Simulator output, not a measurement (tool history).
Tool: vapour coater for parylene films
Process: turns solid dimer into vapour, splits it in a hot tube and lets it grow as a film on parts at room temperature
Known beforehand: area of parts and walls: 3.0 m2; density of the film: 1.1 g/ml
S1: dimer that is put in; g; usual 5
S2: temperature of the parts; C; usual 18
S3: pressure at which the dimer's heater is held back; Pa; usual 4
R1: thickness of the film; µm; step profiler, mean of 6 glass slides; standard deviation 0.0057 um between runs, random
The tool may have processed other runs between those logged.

run 1 hour=0 | S1=5 S2=18 S3=4 | R1=0.959
run 2 hour=41.5 | S1=5 S2=18 S3=4 | R1=0.95
run 3 hour=116.2 | S1=5 S2=18 S3=4 | R1=0.943
-- hour=151.7 trap's valve overhauled
run 4 hour=197.1 | S1=5 S2=18 S3=4 | R1=1.035
run 5 hour=274.7 | S1=8 S2=18 S3=4 | R1=1.633
run 6 hour=358.1 | S1=8 S2=18 S3=4 | R1=1.629
run 7 hour=423.9 | S1=8 S2=18 S3=4 | R1=1.611
run 8 hour=482.2 | S1=5 S2=18 S3=4 | R1=1.006
run 9 hour=559.1 | S1=5 S2=18 S3=4 | R1=0.999
run 10 hour=616.3 | S1=5 S2=18 S3=4 | R1=0.992
run 11 hour=691 | S1=5 S2=18 S3=4 | R1=0.975
run 12 hour=775.5 | S1=5 S2=18 S3=4 | R1=0.959
-- hour=817.6 trap's valve overhauled
run 13 hour=852.4 | S1=3 S2=18 S3=4 | R1=0.627
run 14 hour=887.8 | S1=5 S2=25 S3=4 | R1=0.855
run 15 hour=954.4 | S1=5 S2=25 S3=4 | R1=0.858
run 16 hour=998.9 | S1=5 S2=25 S3=4 | R1=0.863
run 17 hour=1036.1 | S1=5 S2=18 S3=4 | R1=1.02
run 18 hour=1109.5 | S1=5 S2=18 S3=4 | R1=1.024
run 19 hour=1161.9 | S1=5 S2=18 S3=4 | R1=1.01
run 20 hour=1210.8 | S1=5 S2=18 S3=4 | R1=1.012
run 21 hour=1270.3 | S1=5 S2=18 S3=4 | R1=1.001
run 22 hour=1318.3 | S1=8 S2=21 S3=9.01 | R1=1.385
run 23 hour=1364.4 | S1=8 S2=21 S3=9.01 | R1=1.379
run 24 hour=1430.7 | S1=8 S2=21 S3=6.83 | R1=1.402
-- hour=1481 trap's valve overhauled
run 25 hour=1508.8 | S1=3 S2=17 S3=10.02 | R1=0.596
run 26 hour=1544.7 | S1=2 S2=20 S3=8.75 | R1=0.379
run 27 hour=1625.3 | S1=2 S2=20 S3=8.75 | R1=0.359
run 28 hour=1669.2 | S1=2 S2=20 S3=8.46 | R1=0.374
run 29 hour=1712.5 | S1=3 S2=18 S3=11.39 | R1=0.567
-- hour=1757.1 table's thermometer calibrated
run 30 hour=1757.1 | S1=5 S2=18 S3=5.52 | R1=0.95
run 31 hour=1798.3 | S1=5 S2=14 S3=4.03 | R1=1.089
run 32 hour=1875.9 | S1=5 S2=15 S3=4.8 | R1=1.044
run 33 hour=1947.2 | S1=5 S2=17 S3=2.16 | R1=1.04
run 34 hour=2013.3 | S1=2 S2=17 S3=3.19 | R1=0.397

Had the tool no unlogged condition, and each run kept its random variation, what would the results have been?
Hidden state present: vapour lost through the trap's worn valve, %; true temperature of the parts over the reading, C; drift of the gauge itself on film_um, %.
run=1 R1=1.034
run=2 R1=1.029
run=3 R1=1.03
run=4 R1=1.036
run=5 R1=1.648
run=6 R1=1.658
run=7 R1=1.652
run=8 R1=1.039
run=9 R1=1.04
run=10 R1=1.04
run=11 R1=1.031
run=12 R1=1.024
run=13 R1=0.621
run=14 R1=0.849
run=15 R1=0.858
run=16 R1=0.867
run=17 R1=1.029
run=18 R1=1.04
run=19 R1=1.032
run=20 R1=1.04
run=21 R1=1.035
run=22 R1=1.44
run=23 R1=1.442
run=24 R1=1.477
run=25 R1=0.586
run=26 R1=0.374
run=27 R1=0.358
run=28 R1=0.374
run=29 R1=0.571
run=30 R1=0.993
run=31 R1=1.144
run=32 R1=1.107
run=33 R1=1.112
run=34 R1=0.428
